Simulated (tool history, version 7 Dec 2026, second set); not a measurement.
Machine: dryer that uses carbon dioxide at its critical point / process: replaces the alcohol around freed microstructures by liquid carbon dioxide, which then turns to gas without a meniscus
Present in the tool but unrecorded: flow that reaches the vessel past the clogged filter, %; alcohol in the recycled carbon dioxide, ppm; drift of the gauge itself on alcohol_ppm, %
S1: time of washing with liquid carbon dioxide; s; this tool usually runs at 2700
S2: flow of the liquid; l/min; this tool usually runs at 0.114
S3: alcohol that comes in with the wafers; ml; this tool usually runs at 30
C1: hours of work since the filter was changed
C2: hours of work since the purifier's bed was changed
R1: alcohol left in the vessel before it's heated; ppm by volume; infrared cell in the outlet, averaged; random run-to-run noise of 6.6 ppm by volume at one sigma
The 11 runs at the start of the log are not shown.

| run | hour | S1 | S2 | S3 | C1 | C2 | R1 |
|---|---|---|---|---|---|---|---|
| 12 | 214 | 4260 | 0.114 | 101 | 566 | 224 | 159 |
| 13 | 226.1 | 2700 | 0.114 | 24 | 572 | 230 | 371 |
|  | 246.1 | inlet filter changed |
| 14 | 250.3 | 2700 | 0.114 | 24 | 2 | 242 | 275 |
| 15 | 268.7 | 2700 | 0.114 | 30 | 12 | 252 | 339 |
| 16 | 291.7 | 1680 | 0.077 | 30 | 24 | 264 | 4352 |
| 17 | 304.3 | 1680 | 0.088 | 59 | 30 | 271 | 6378 |
| 18 | 329 | 2940 | 0.088 | 59 | 43 | 283 | 1219 |
| 19 | 345.5 | 1680 | 0.114 | 36 | 52 | 292 | 2059 |
| 20 | 370.6 | 2700 | 0.15 | 83 | 65 | 305 | 258 |
| 21 | 391.7 | 4200 | 0.138 | 47 | 76 | 316 | 60 |
| 22 | 406.3 | 4200 | 0.138 | 47 | 83 | 324 | 61 |
| 23 | 430.6 | 4260 | 0.144 | 81 | 96 | 336 | 67 |
| 24 | 452.8 | 4260 | 0.144 | 81 | 108 | 348 | 73 |
| 25 | 478.2 | 2100 | 0.111 | 52 | 121 | 361 | 1665 |
| 26 | 496.4 | 2700 | 0.114 | 30 | 130 | 371 | 350 |
| 27 | 509.7 | 2700 | 0.09 | 53 | 137 | 378 | 1476 |
| 28 | 521.5 | 2700 | 0.09 | 53 | 144 | 384 | 1428 |
| 29 | 540.9 | 1680 | 0.143 | 43 | 154 | 394 | 1324 |
| 30 | 560.3 | 2640 | 0.114 | 58 | 164 | 404 | 731 |

Consider 3 possible next runs. They are alternatives, not a sequence: every one starts from the tool as it was left by run 30. What does each give?
| A | 585.4 | 2460 | 0.08 | 103 | 177 | 417 | ? |
| B | 585.4 | 2640 | 0.069 | 58 | 177 | 417 | ? |
| C | 585.4 | 3180 | 0.134 | 58 | 177 | 417 | ? |

| run | R1 |
|---|---|
| A | 5562 |
| B | 3904 |
| C | 177 |
With no hidden state in the tool, these same runs would have given:
| run | R1 |
|---|---|
| A | 5179 |
| B | 3633 |
| C | 101 |

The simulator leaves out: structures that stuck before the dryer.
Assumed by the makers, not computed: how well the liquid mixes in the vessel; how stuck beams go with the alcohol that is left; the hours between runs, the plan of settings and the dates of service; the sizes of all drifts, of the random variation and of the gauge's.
